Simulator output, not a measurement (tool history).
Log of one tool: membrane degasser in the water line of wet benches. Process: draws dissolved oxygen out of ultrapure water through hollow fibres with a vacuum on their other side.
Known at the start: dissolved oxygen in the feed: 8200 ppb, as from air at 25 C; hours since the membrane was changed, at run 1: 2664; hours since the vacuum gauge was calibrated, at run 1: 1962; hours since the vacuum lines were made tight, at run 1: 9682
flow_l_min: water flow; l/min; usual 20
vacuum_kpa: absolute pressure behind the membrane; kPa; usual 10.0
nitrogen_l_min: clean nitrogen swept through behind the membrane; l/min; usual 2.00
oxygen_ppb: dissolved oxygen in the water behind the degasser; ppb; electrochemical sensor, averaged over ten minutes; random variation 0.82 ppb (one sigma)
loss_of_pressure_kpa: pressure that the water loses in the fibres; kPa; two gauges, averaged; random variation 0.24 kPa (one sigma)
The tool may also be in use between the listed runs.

run	hour	flow_l_min	vacuum_kpa	nitrogen_l_min	hours since the membrane was changed	hours since the vacuum gauge was calibrated	hours since the vacuum lines were made tight	oxygen_ppb	loss_of_pressure_kpa
1	0.0	20	10.0	2.00	2664	1962	9682	168.5	65.29
2	111.4	20	10.0	2.00	2775	2073	9794	169.2	65.98
3	170.6	20	10.0	2.00	2835	2132	9853	169.2	65.54
4	266.1	20	10.0	2.00	2930	2228	9948	169.1	65.40
5	328.4	20	10.0	2.00	2992	2290	10011	170.2	65.29
6	433.5	27	10.0	2.00	3097	2395	10116	224.9	88.57
7	541.8	27	10.0	2.00	3206	2504	10224	222.2	88.87
8	622.7	27	10.0	2.00	3287	2585	10305	224.6	88.90
9	670.1	27	10.0	2.00	3334	2632	10352	224.7	88.65
10	756.9	20	13.5	2.00	3421	2719	10439	252.2	66.31
11	868.4	20	10.0	5.08	3532	2830	10551	72.2	65.57
12	920.5	20	10.0	5.08	3585	2882	10603	71.6	66.10
13	1017.7	20	10.0	5.08	3682	2979	10700	72.9	65.96
14	1072.8	20	10.0	5.08	3737	3035	10755	72.7	65.60
15	1130.0	24	10.0	5.08	3794	3092	10812	88.5	78.83
16	1196.5	24	10.0	5.08	3861	3158	10879	88.5	79.31
17	1265.1	20	7.2	0.87	3929	3227	10947	211.7	65.96
18	1356.8	26	6.1	1.09	4021	3319	11039	167.6	86.22
19	1405.6	20	18.3	3.43	4070	3367	11088	222.9	65.99
# hour 1414.9: vacuum gauge calibrated
20	1478.4	27	23.8	3.46	4142	63	11160	391.8	89.17
21	1535.2	25	12.1	1.46	4199	120	11217	356.9	82.88
22	1592.2	16	18.6	2.00	4256	177	11274	308.2	52.63
23	1662.6	16	6.1	1.97	4326	248	11344	65.5	52.72
24	1769.6	20	6.8	1.37	4433	355	11451	134.0	66.31
25	1879.3	20	6.8	1.37	4543	464	11561	135.2	66.25
26	1968.1	20	6.8	1.37	4632	553	11650	135.3	66.53
# hour 2066.9: vacuum gauge calibrated, once more
27	2080.6	31	12.3	1.68	4744	14	11762	384.4	102.43

Forecast run 28:
28	2186.2	31	12.3	1.68	4849	119	11867	?	?

{"run 28": {"oxygen_ppb": 384.6, "loss_of_pressure_kpa": 103.06}}
Without the tool's hidden state the same run would have given oxygen_ppb 374.9 ppb, loss_of_pressure_kpa 99.72 kPa.

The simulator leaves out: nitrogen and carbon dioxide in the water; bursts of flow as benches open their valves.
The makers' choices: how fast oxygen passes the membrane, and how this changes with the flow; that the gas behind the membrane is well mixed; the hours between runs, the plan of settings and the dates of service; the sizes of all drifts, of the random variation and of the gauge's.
